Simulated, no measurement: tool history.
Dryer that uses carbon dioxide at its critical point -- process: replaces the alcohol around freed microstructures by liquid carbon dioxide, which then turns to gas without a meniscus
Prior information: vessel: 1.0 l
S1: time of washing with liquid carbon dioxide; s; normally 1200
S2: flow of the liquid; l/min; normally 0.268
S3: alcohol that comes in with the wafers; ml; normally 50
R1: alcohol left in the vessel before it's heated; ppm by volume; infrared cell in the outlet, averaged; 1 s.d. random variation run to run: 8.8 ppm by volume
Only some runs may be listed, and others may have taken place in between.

run 1 day=0.000 | S1=1200 S2=0.268 S3=50 | R1=883
run 2 day=2.742 | S1=1200 S2=0.268 S3=50 | R1=998
-- day=3.217 inlet filter changed
run 3 day=4.483 | S1=1200 S2=0.268 S3=50 | R1=533
run 4 day=6.442 | S1=1200 S2=0.268 S3=50 | R1=572
run 5 day=8.496 | S1=1200 S2=0.268 S3=50 | R1=623
run 6 day=11.121 | S1=1200 S2=0.268 S3=50 | R1=706
run 7 day=13.579 | S1=960 S2=0.268 S3=50 | R1=1758
run 8 day=15.129 | S1=1140 S2=0.248 S3=69 | R1=1852
run 9 day=16.742 | S1=1200 S2=0.227 S3=20 | R1=707
run 10 day=19.404 | S1=1320 S2=0.168 S3=50 | R1=3325

Consider 5 possible next runs. They are alternatives, not a sequence: every one starts from the tool as it was left by run 10. What does each give?
run A day=21.371 | S1=1320 S2=0.202 S3=76 | R1=?
run B day=21.371 | S1=1200 S2=0.212 S3=30 | R1=?
run C day=21.371 | S1=1320 S2=0.206 S3=50 | R1=?
run D day=21.371 | S1=1260 S2=0.268 S3=50 | R1=?
run E day=21.371 | S1=1200 S2=0.284 S3=26 | R1=?

run=A R1=3063
run=B R1=1436
run=C R1=1912
run=D R1=894
run=E R1=509
Without the tool's hidden state the same runs would have given:
run=A R1=1619
run=B R1=747
run=C R1=979
run=D R1=369
run=E R1=190
